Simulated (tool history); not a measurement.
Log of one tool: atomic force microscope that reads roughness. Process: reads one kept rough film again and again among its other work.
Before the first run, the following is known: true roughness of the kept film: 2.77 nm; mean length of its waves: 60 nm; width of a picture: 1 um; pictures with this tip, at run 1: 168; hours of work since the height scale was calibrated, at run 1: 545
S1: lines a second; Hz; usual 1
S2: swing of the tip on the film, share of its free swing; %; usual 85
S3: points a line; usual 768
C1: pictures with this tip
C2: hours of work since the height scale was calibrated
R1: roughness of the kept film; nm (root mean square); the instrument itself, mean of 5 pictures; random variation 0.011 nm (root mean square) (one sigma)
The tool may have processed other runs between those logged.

Run 1, day 0: usual settings; C1 168; C2 545. Result: R1 2.416 nm (root mean square).
Run 2, day 0.604: usual settings; C1 203; C2 557. Result: R1 2.418 nm (root mean square).
Run 3, day 1.342: usual settings; C1 246; C2 570. Result: R1 2.378 nm (root mean square).
At day 2.042: new tip fitted.
Run 4, day 2.112: usual settings; C1 4; C2 584. Result: R1 2.548 nm (root mean square).
Run 5, day 2.5: usual settings but S3 437; C1 26; C2 591. Result: R1 2.52 nm (root mean square).
Run 6, day 2.967: usual settings but S1 0.85 Hz; C1 53; C2 599. Result: R1 2.533 nm (root mean square).
At day 3.054: height scale calibrated on a step standard.
Run 7, day 3.504: usual settings but S1 0.85 Hz; C1 81; C2 8. Result: R1 2.519 nm (root mean square).
Run 8, day 4.458: usual settings but S1 0.85 Hz; C1 136; C2 26. Result: R1 2.492 nm (root mean square).
Run 9, day 5.171: usual settings but S1 0.85 Hz; C1 177; C2 39. Result: R1 2.451 nm (root mean square).
Run 10, day 5.575: usual settings but S1 0.85 Hz; C1 201; C2 46. Result: R1 2.447 nm (root mean square).
Run 11, day 5.967: usual settings but S1 0.63 Hz, S2 76 %; C1 223; C2 53. Result: R1 2.466 nm (root mean square).
Run 12, day 6.729: usual settings but S1 0.63 Hz, S2 76 %, S3 852; C1 267; C2 67. Result: R1 2.443 nm (root mean square).
At day 7.083: new tip fitted.
Run 13, day 7.329: usual settings but S1 0.63 Hz, S2 76 %, S3 852; C1 14; C2 78. Result: R1 2.631 nm (root mean square).
Run 14, day 8.204: usual settings but S1 1.13 Hz, S2 76 %, S3 852; C1 65; C2 94. Result: R1 2.535 nm (root mean square).
At day 8.708: height scale calibrated on a step standard, once more.
Run 15, day 9.158: usual settings but S1 1.69 Hz, S2 65 %, S3 361; C1 117; C2 8. Result: R1 2.495 nm (root mean square).
Run 16, day 9.7: usual settings but S1 1.2 Hz, S2 83 %, S3 316; C1 148; C2 18. Result: R1 2.41 nm (root mean square).

Below are 4 alternative next runs, each starting from the tool's condition after run 16. Predict each:
Run A, day 10.229: usual settings but S1 1.06 Hz, S2 83 %, S3 316; C1 179; C2 28. Result: R1 ?.
Run B, day 10.229: usual settings but S2 64 %, S3 872; C1 179; C2 28. Result: R1 ?.
Run C, day 10.229: usual settings but S1 3.88 Hz, S2 76 %, S3 911; C1 179; C2 28. Result: R1 ?.
Run D, day 10.229: usual settings but S1 1.2 Hz, S2 58 %, S3 316; C1 179; C2 28. Result: R1 ?.

run     R1
  A  2.404
  B  2.505
  C  2.233
  D  2.516
Take away the tool's hidden state, keep each run's random variation, and the runs would have read:
run     R1
  A  2.528
  B  2.635
  C  2.348
  D  2.645

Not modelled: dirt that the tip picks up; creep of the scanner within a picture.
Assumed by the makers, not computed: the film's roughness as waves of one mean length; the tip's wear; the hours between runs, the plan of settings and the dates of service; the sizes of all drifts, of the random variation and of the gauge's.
